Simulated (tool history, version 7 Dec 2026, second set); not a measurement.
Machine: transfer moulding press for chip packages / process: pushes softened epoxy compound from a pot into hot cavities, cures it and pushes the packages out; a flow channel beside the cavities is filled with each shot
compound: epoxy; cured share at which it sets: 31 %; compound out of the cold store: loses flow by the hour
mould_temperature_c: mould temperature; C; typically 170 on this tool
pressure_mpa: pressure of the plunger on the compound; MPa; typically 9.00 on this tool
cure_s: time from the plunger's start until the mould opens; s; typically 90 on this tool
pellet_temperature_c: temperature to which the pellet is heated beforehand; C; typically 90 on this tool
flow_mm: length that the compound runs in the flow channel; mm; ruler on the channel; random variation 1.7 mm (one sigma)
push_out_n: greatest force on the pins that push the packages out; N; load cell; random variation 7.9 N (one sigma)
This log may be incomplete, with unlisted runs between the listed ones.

run   hour  mould_temperature_c  pressure_mpa  cure_s  pellet_temperature_c  incoming compound's hours out of the cold store  flow_mm  push_out_n
  1    0.0                  170          9.00      90                    90                                             20.2      706         534
       4.2  -- cavities cleaned with cleaning compound and waxed
  2   28.2                  170          9.00      90                    90                                             39.3      664         476
  3   55.2                  175          9.00      90                    90                                             35.4      662         451
      60.3  -- plunger's sealing rings changed
  4   96.5                  175          9.00      90                    90                                             32.4      688         459
     101.9  -- cavities cleaned with cleaning compound and waxed
  5  134.3                  175          9.00      90                    90                                             44.6      659         417
  6  159.9                  170          9.00      90                    80                                             15.2      733         520
     193.9  -- cavities cleaned with cleaning compound and waxed
  7  200.7                  170          9.00      90                    90                                             43.7      668         390
     206.7  -- mould's thermocouples calibrated
  8  228.3                  170          9.00      90                    86                                             42.0      667         479
  9  272.6                  170          9.00      96                    90                                             14.0      730         494
     289.4  -- cavities cleaned with cleaning compound and waxed
 10  293.5                  170         10.42      71                    99                                             41.5      719         578
     303.8  -- mould's thermocouples calibrated, once more
 11  340.0                  170         10.42      71                    99                                             36.4      725         715
     373.7  -- plunger's sealing rings changed
     385.7  -- cavities cleaned with cleaning compound and waxed
 12  388.6                  167          8.74     101                    99                                              8.5      755         362
 13  427.7                  175          9.00     126                    90                                             37.1      680         416

What if the next run were any one of these 5? Each begins from the tool's condition after run 13:
  A  467.3                  170          7.92      90                    90                                             33.0        ?           ?
  B  467.3                  166          9.00     105                    85                                             26.7        ?           ?
  C  467.3                  176          8.84     111                    90                                             28.4        ?           ?
  D  467.3                  178          8.09      90                    97                                             32.3        ?           ?
  E  467.3                  175          9.00      71                    90                                              9.6        ?           ?

run  flow_mm  push_out_n
  A      653         532
  B      719         545
  C      687         454
  D      642         450
  E      737         606
Stripped of hidden state, with their random variation kept, the same runs would have yielded:
run  flow_mm  push_out_n
  A      659         347
  B      725         357
  C      693         300
  D      648         296
  E      743         391
